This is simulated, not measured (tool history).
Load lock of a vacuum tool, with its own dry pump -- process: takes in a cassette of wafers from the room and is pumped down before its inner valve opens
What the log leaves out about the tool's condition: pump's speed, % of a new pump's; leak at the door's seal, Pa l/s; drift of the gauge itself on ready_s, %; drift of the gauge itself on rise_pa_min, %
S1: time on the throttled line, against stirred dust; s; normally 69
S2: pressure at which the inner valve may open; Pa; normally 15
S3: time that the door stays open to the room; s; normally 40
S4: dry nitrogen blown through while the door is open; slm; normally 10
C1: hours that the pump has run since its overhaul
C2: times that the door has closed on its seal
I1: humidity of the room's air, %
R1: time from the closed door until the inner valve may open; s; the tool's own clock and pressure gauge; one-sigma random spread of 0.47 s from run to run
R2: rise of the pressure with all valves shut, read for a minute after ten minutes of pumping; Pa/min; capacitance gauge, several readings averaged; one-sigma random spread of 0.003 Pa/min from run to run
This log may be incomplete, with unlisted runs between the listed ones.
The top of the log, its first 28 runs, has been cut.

{"run": 29, "hour": 1897.9, "S1": 94, "S2": 24, "S3": 44, "S4": 39, "C1": 4579, "C2": 18819, "I1": 43.9, "R1": 140.1, "R2": 0.175}
{"run": 30, "hour": 1983.2, "S1": 94, "S2": 24, "S3": 44, "S4": 39, "C1": 4664, "C2": 19236, "I1": 45.3, "R1": 139.3, "R2": 0.182}
{"run": 31, "hour": 2040.9, "S1": 69, "S2": 14, "S3": 72, "S4": 10, "C1": 4722, "C2": 19518, "I1": 45.1, "R1": 123.8, "R2": 0.209}
{"run": 32, "hour": 2107.9, "S1": 67, "S2": 12, "S3": 119, "S4": 10, "C1": 4789, "C2": 19846, "I1": 44.5, "R1": 124.3, "R2": 0.233}
{"run": 33, "hour": 2181.5, "S1": 69, "S2": 15, "S3": 49, "S4": 10, "C1": 4862, "C2": 20205, "I1": 45.0, "R1": 123.4, "R2": 0.21}
{"run": 34, "hour": 2281.1, "S1": 34, "S2": 10, "S3": 40, "S4": 10, "C1": 4962, "C2": 20693, "I1": 45.4, "R1": 96.7, "R2": 0.214}
{"run": 35, "hour": 2358.8, "S1": 37, "S2": 23, "S3": 182, "S4": 10, "C1": 5040, "C2": 21072, "I1": 44.4, "R1": 93.2, "R2": 0.268}
{"run": 36, "hour": 2406.5, "S1": 37, "S2": 15, "S3": 113, "S4": 10, "C1": 5087, "C2": 21306, "I1": 43.0, "R1": 96.1, "R2": 0.247}

Branching from run 36: 4 alternative next runs. What would each branch give?
{"run": "A", "hour": 2450.4, "S1": 69, "S2": 10, "S3": 40, "S4": 10, "C1": 5131, "C2": 21520, "I1": 45.5, "R1": "?", "R2": "?"}
{"run": "B", "hour": 2450.4, "S1": 37, "S2": 18, "S3": 113, "S4": 10, "C1": 5131, "C2": 21520, "I1": 42.3, "R1": "?", "R2": "?"}
{"run": "C", "hour": 2450.4, "S1": 133, "S2": 15, "S3": 40, "S4": 10, "C1": 5131, "C2": 21520, "I1": 49.5, "R1": "?", "R2": "?"}
{"run": "D", "hour": 2450.4, "S1": 110, "S2": 15, "S3": 223, "S4": 10, "C1": 5131, "C2": 21520, "I1": 44.4, "R1": "?", "R2": "?"}

run=A R1=125.9 R2=0.220
run=B R1=95.6 R2=0.247
run=C R1=176.9 R2=0.225
run=D R1=157.1 R2=0.287
What these runs would have given with no unlogged condition in the tool:
run=A R1=124.4 R2=0.031
run=B R1=94.1 R2=0.058
run=C R1=175.8 R2=0.037
run=D R1=155.9 R2=0.097

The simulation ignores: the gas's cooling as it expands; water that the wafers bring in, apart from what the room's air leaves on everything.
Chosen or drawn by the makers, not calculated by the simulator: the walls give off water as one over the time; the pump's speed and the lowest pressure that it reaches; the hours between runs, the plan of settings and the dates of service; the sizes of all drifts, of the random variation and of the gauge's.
